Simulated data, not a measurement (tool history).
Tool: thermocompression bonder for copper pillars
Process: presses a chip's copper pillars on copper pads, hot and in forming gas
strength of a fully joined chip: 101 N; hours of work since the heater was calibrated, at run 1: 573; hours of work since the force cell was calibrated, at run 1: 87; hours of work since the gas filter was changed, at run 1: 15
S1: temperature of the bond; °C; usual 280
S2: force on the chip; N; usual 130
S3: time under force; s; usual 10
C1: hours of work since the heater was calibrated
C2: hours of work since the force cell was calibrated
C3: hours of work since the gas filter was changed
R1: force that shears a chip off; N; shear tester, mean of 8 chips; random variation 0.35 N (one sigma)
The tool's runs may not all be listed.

run 1 hour=0.0 | S1=280 S2=130 S3=10 | C1=573 C2=87 C3=15 | R1=58.6
run 2 hour=7.5 | S1=280 S2=130 S3=10 | C1=578 C2=91 C3=20 | R1=58.7
run 3 hour=15.1 | S1=280 S2=97 S3=10 | C1=583 C2=96 C3=25 | R1=46.5
run 4 hour=23.3 | S1=280 S2=97 S3=10 | C1=588 C2=101 C3=30 | R1=46.6
run 5 hour=28.3 | S1=280 S2=97 S3=10 | C1=591 C2=104 C3=33 | R1=46.0
run 6 hour=34.7 | S1=280 S2=130 S3=10 | C1=595 C2=108 C3=36 | R1=57.9
run 7 hour=44.7 | S1=280 S2=130 S3=10 | C1=601 C2=114 C3=43 | R1=58.0
run 8 hour=51.6 | S1=280 S2=130 S3=10 | C1=605 C2=118 C3=47 | R1=58.6
run 9 hour=58.0 | S1=280 S2=130 S3=10 | C1=609 C2=122 C3=51 | R1=58.6
run 10 hour=65.9 | S1=280 S2=130 S3=10 | C1=614 C2=127 C3=56 | R1=58.3
run 11 hour=74.6 | S1=280 S2=91 S3=10 | C1=619 C2=132 C3=61 | R1=43.3
run 12 hour=82.0 | S1=280 S2=130 S3=10 | C1=623 C2=137 C3=65 | R1=57.6
run 13 hour=87.1 | S1=280 S2=130 S3=10 | C1=626 C2=140 C3=68 | R1=57.4
run 14 hour=92.1 | S1=280 S2=130 S3=10 | C1=630 C2=143 C3=71 | R1=57.3
run 15 hour=100.5 | S1=280 S2=130 S3=10 | C1=635 C2=148 C3=77 | R1=57.8
run 16 hour=111.3 | S1=280 S2=130 S3=10 | C1=641 C2=154 C3=83 | R1=57.1
run 17 hour=117.2 | S1=280 S2=118 S3=10 | C1=645 C2=158 C3=87 | R1=53.2
run 18 hour=127.3 | S1=280 S2=130 S3=10 | C1=651 C2=164 C3=93 | R1=56.9
run 19 hour=133.3 | S1=280 S2=130 S3=10 | C1=655 C2=168 C3=97 | R1=57.2
run 20 hour=140.0 | S1=280 S2=130 S3=10 | C1=659 C2=172 C3=101 | R1=56.9
run 21 hour=145.0 | S1=280 S2=130 S3=10 | C1=662 C2=175 C3=104 | R1=56.4
run 22 hour=152.2 | S1=308 S2=125 S3=15 | C1=666 C2=179 C3=108 | R1=77.0
-- hour=161.5 forming gas filter changed
run 23 hour=163.5 | S1=284 S2=110 S3=6 | C1=673 C2=186 C3=1 | R1=45.0
run 24 hour=169.3 | S1=284 S2=110 S3=6 | C1=676 C2=189 C3=5 | R1=44.8
run 25 hour=174.2 | S1=253 S2=124 S3=20 | C1=679 C2=193 C3=8 | R1=52.5
run 26 hour=182.1 | S1=270 S2=152 S3=14 | C1=684 C2=197 C3=13 | R1=65.7
run 27 hour=188.5 | S1=270 S2=152 S3=14 | C1=688 C2=201 C3=16 | R1=65.9
run 28 hour=199.2 | S1=270 S2=152 S3=14 | C1=694 C2=208 C3=23 | R1=65.8
run 29 hour=209.4 | S1=286 S2=123 S3=14 | C1=701 C2=214 C3=29 | R1=66.2
run 30 hour=218.3 | S1=286 S2=123 S3=14 | C1=706 C2=219 C3=35 | R1=65.1
run 31 hour=224.8 | S1=259 S2=148 S3=28 | C1=710 C2=223 C3=39 | R1=68.8
run 32 hour=231.9 | S1=280 S2=104 S3=10 | C1=714 C2=228 C3=43 | R1=48.4
run 33 hour=242.3 | S1=294 S2=138 S3=26 | C1=721 C2=234 C3=49 | R1=84.8
run 34 hour=251.2 | S1=285 S2=130 S3=7 | C1=726 C2=239 C3=55 | R1=54.0
run 35 hour=259.7 | S1=258 S2=130 S3=11 | C1=731 C2=245 C3=60 | R1=45.9
run 36 hour=269.8 | S1=251 S2=154 S3=11 | C1=738 C2=251 C3=66 | R1=48.6
run 37 hour=278.7 | S1=251 S2=154 S3=11 | C1=743 C2=256 C3=71 | R1=48.4
run 38 hour=284.9 | S1=278 S2=137 S3=26 | C1=747 C2=260 C3=75 | R1=75.6
run 39 hour=290.1 | S1=265 S2=191 S3=15 | C1=750 C2=263 C3=78 | R1=71.3
run 40 hour=298.0 | S1=265 S2=191 S3=15 | C1=755 C2=268 C3=83 | R1=71.1

Hidden state at the last listed run before each entry between runs and at the first one after, where it differs:
Between runs 22 and 23: forming gas filter changed (hour 161.5)
  oxide that the forming gas leaves, % of the face: 4.13 -> 0.6
  measured less the result without the state, R1: -4.4 -> -1.7 N

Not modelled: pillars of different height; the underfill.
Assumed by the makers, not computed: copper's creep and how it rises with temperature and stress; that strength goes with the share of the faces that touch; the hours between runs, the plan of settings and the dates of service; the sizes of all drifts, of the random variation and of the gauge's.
